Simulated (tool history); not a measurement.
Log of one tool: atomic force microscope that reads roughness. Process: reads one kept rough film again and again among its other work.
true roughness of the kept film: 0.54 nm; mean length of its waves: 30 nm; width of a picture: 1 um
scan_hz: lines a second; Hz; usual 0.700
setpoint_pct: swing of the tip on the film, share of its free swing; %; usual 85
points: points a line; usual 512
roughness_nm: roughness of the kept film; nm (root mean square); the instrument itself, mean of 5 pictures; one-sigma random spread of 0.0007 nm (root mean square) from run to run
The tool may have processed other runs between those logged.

Run 1, hour 0.0: usual settings. Result: roughness_nm 0.4972 nm (root mean square).
Run 2, hour 16.3: usual settings. Result: roughness_nm 0.4961 nm (root mean square).
Run 3, hour 27.2: usual settings. Result: roughness_nm 0.4940 nm (root mean square).
Run 4, hour 36.4: usual settings. Result: roughness_nm 0.4936 nm (root mean square).
Run 5, hour 53.6: usual settings. Result: roughness_nm 0.4909 nm (root mean square).
Run 6, hour 64.2: usual settings but points 278. Result: roughness_nm 0.4850 nm (root mean square).

What will run 7 give?
Run 7, hour 85.3: usual settings but scan_hz 2.418 Hz, points 879. Result: roughness_nm ?.

Run 7 measured roughness_nm 0.4230 nm (root mean square).
If the tool had no hidden condition, the same run with the same run-to-run variation would have returned roughness_nm 0.4283 nm (root mean square).
